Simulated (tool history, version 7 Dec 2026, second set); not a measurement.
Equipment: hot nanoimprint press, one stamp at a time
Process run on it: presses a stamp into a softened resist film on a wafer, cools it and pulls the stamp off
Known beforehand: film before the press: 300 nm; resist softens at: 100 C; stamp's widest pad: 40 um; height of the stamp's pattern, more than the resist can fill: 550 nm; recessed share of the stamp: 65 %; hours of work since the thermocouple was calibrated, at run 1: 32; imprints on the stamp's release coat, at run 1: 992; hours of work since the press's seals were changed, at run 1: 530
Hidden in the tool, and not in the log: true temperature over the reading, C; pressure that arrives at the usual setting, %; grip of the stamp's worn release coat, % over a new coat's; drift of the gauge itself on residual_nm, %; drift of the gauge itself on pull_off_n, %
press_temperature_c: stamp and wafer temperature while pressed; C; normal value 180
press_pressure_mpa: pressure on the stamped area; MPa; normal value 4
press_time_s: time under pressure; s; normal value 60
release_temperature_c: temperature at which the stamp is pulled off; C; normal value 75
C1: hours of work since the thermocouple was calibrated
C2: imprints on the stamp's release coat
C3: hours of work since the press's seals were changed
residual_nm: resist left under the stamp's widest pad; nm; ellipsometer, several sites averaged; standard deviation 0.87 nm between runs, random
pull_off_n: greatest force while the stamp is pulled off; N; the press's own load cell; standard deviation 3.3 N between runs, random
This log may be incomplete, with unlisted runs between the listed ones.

Run 1, hour 0: usual settings; C1 32; C2 992; C3 530. Result: residual_nm 120.2 nm, pull_off_n 222 N.
Run 2, hour 72.4: usual settings but press_time_s 101 s; C1 89; C2 1221; C3 587. Result: residual_nm 100.7 nm, pull_off_n 235 N.
Run 3, hour 125.1: usual settings but press_time_s 101 s; C1 130; C2 1387; C3 628. Result: residual_nm 100.1 nm, pull_off_n 249 N.
Run 4, hour 206.5: usual settings but press_time_s 101 s; C1 194; C2 1644; C3 692. Result: residual_nm 102.8 nm, pull_off_n 274 N.
At hour 257: stamp cleaned and given a new release coat.
Run 5, hour 274.3: usual settings but press_pressure_mpa 2.76 MPa, press_time_s 101 s; C1 243; C2 54; C3 741. Result: residual_nm 125 nm, pull_off_n 159 N.
Run 6, hour 329: usual settings but press_pressure_mpa 2.76 MPa, press_time_s 101 s; C1 285; C2 227; C3 784. Result: residual_nm 125.1 nm, pull_off_n 169 N.
At hour 336: plate thermocouple calibrated.
Run 7, hour 369.7: usual settings but press_pressure_mpa 2.76 MPa, press_time_s 101 s; C1 26; C2 346; C3 813. Result: residual_nm 128.3 nm, pull_off_n 180 N.
Run 8, hour 412.4: usual settings but press_time_s 87 s; C1 60; C2 480; C3 847. Result: residual_nm 110 nm, pull_off_n 194 N.
Run 9, hour 447: usual settings but press_time_s 39 s; C1 87; C2 590; C3 874. Result: residual_nm 148 nm, pull_off_n 196 N.
Run 10, hour 484.5: usual settings but press_time_s 39 s; C1 116; C2 708; C3 903. Result: residual_nm 149.5 nm, pull_off_n 210 N.
Run 11, hour 541.8: usual settings but release_temperature_c 73 C; C1 161; C2 889; C3 948. Result: residual_nm 126.5 nm, pull_off_n 228 N.
Run 12, hour 595.9: usual settings but release_temperature_c 73 C; C1 204; C2 1060; C3 990. Result: residual_nm 128.1 nm, pull_off_n 248 N.
At hour 611.5: press's hydraulic seals changed and the load cell set to zero.
At hour 644.1: plate thermocouple calibrated, once more.
Run 13, hour 679.3: usual settings but release_temperature_c 73 C; C1 28; C2 1288; C3 51. Result: residual_nm 118.8 nm, pull_off_n 253 N.
Run 14, hour 737.3: usual settings but press_temperature_c 182 C, press_pressure_mpa 2.99 MPa, press_time_s 87 s, release_temperature_c 70 C; C1 73; C2 1471; C3 96. Result: residual_nm 113.9 nm, pull_off_n 292 N.
Run 15, hour 804.7: usual settings but press_time_s 37 s; C1 126; C2 1684; C3 149. Result: residual_nm 142.6 nm, pull_off_n 270 N.
At hour 846.8: stamp cleaned and given a new release coat.
Run 16, hour 889.6: usual settings but press_temperature_c 186 C, press_pressure_mpa 5.07 MPa, press_time_s 55 s, release_temperature_c 77 C; C1 188; C2 135; C3 211. Result: residual_nm 90.6 nm, pull_off_n 162 N.
Run 17, hour 961.6: usual settings but press_temperature_c 173 C, press_time_s 98 s, release_temperature_c 81 C; C1 244; C2 362; C3 267. Result: residual_nm 132 nm, pull_off_n 157 N.
Run 18, hour 1011.9: usual settings but press_temperature_c 184 C, press_pressure_mpa 2.71 MPa, press_time_s 106 s, release_temperature_c 81 C; C1 284; C2 521; C3 307. Result: residual_nm 106.5 nm, pull_off_n 165 N.
At hour 1019.9: plate thermocouple calibrated.
Run 19, hour 1077.2: usual settings but press_temperature_c 184 C, press_pressure_mpa 2.71 MPa, press_time_s 106 s, release_temperature_c 81 C; C1 45; C2 717; C3 356. Result: residual_nm 107.8 nm, pull_off_n 172 N.
Run 20, hour 1138.7: usual settings but press_temperature_c 182 C, press_pressure_mpa 4.06 MPa, press_time_s 30 s, release_temperature_c 81 C; C1 93; C2 912; C3 404. Result: residual_nm 143.6 nm, pull_off_n 183 N.
Run 21, hour 1221.4: usual settings but press_pressure_mpa 4.95 MPa, press_time_s 65 s; C1 158; C2 1173; C3 469. Result: residual_nm 107.7 nm, pull_off_n 240 N.
Run 22, hour 1270.9: usual settings but press_temperature_c 169 C, press_pressure_mpa 2.56 MPa, release_temperature_c 78 C; C1 197; C2 1329; C3 508. Result: residual_nm 216 nm, pull_off_n 233 N.
Run 23, hour 1343.6: usual settings but press_temperature_c 185 C, press_pressure_mpa 6.29 MPa, press_time_s 43 s, release_temperature_c 78 C; C1 254; C2 1558; C3 565. Result: residual_nm 93.1 nm, pull_off_n 246 N.

Alternative continuations, all from the tool just after run 23; predict every row:
At hour 1389.6: plate thermocouple calibrated.
Run A, hour 1408: usual settings but press_temperature_c 185 C, press_pressure_mpa 6.29 MPa, press_time_s 43 s, release_temperature_c 70 C; C1 14; C2 1752; C3 613. Result: residual_nm ?, pull_off_n ?.
At hour 1389.6: plate thermocouple calibrated.
Run B, hour 1408: usual settings but press_temperature_c 190 C, press_time_s 41 s, release_temperature_c 68 C; C1 14; C2 1752; C3 613. Result: residual_nm ?, pull_off_n ?.
At hour 1389.6: plate thermocouple calibrated.
Run C, hour 1408: usual settings but press_time_s 50 s; C1 14; C2 1752; C3 613. Result: residual_nm ?, pull_off_n ?.
At hour 1389.6: plate thermocouple calibrated.
Run D, hour 1408: usual settings but press_temperature_c 173 C, press_pressure_mpa 6.29 MPa, press_time_s 43 s, release_temperature_c 76 C; C1 14; C2 1752; C3 613. Result: residual_nm ?, pull_off_n ?.

run  residual_nm  pull_off_n
  A         90.2         312
  B        100.6         335
  C        131.2         284
  D        138.8         274
The same runs, with their run-to-run variation unchanged, on a tool lacking any hidden condition would have given:
run  residual_nm  pull_off_n
  A         87.4         173
  B         98.4         186
  C        128.3         157
  D        134.7         152
